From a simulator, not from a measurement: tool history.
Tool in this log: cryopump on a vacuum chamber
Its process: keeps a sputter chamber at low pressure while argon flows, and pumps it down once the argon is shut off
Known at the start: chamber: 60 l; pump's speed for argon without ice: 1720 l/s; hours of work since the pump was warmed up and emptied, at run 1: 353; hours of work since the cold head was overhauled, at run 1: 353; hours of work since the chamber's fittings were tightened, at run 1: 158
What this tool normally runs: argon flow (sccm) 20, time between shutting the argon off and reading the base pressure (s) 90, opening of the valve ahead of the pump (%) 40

run     day  argon flow (sccm)  time between shutting the argon off and reading the base pressure (s)  opening of the valve ahead of the pump (%)  hours of work since the pump was warmed up and emptied  hours of work since the cold head was overhauled  hours of work since the chamber's fittings were tightened  pressure while argon flows (Pa)  pressure after the wait (uPa)
  1       0                 20                                                                     90                                          40                                                     353                                               353                                                        158                           0.0539                           0.79
  2   0.883                 20                                                                     90                                          40                                                     369                                               369                                                        174                           0.0533                           0.81
  3   2.142                 20                                                                     90                                          40                                                     392                                               392                                                        196                           0.0534                           0.78
  4   3.388                 20                                                                     90                                          38                                                     414                                               414                                                        219                           0.0557                           0.83
      3.733  -- pump warmed up, emptied and cooled again
  5   5.579                 20                                                                     90                                          38                                                      33                                               450                                                        254                           0.0518                           0.76
  6   6.796                 20                                                                     90                                          38                                                      55                                               472                                                        276                           0.0524                           0.77
  7   8.033                 20                                                                     90                                          38                                                      77                                               494                                                        298                           0.0525                           0.82
  8  10.083                 20                                                                     90                                          40                                                     114                                               531                                                        335                             0.05                           0.83
  9  12.017                 10                                                                     90                                          40                                                     149                                               565                                                        370                           0.0256                           0.86
 10  13.321                 20                                                                     62                                          43                                                     172                                               589                                                        393                           0.0473                           1.09
 11  14.346                 11                                                                     90                                          40                                                     190                                               607                                                        412                           0.0283                           0.86
 12  15.775                 17                                                                     90                                          21                                                     216                                               633                                                        437                           0.0818                           0.93
 13  17.133                 40                                                                    220                                          17                                                     240                                               657                                                        462                           0.2358                           0.66
 14   18.45                 40                                                                    220                                          29                                                     264                                               681                                                        485                           0.1397                           0.67
 15  19.542                 27                                                                    284                                          29                                                     284                                               700                                                        505                           0.0962                           0.65
 16  20.521                 20                                                                     22                                          40                                                     301                                               718                                                        522                            0.052                           2.36
 17  22.346                 20                                                                     22                                          40                                                     334                                               751                                                        555                           0.0525                           2.48

Predict each of these 3 candidate next runs independently; none follows another, all start after run 17:
  A  23.4                 20                                                                     70                                          40                                                     353                                               770                                                        574                                ?                              ?
  B  23.4                 14                                                                     54                                          40                                                     353                                               770                                                        574                                ?                              ?
  C  23.4                 40                                                                     90                                          39                                                     353                                               770                                                        574                                ?                              ?

run  pressure while argon flows (Pa)  pressure after the wait (uPa)
  A                           0.0524                           1.21
  B                           0.0368                            1.3
  C                           0.1069                           1.04
Without the tool's hidden state the same runs would have given:
run  pressure while argon flows (Pa)  pressure after the wait (uPa)
  A                           0.0486                           0.82
  B                           0.0342                           0.93
  C                           0.0994                           0.66
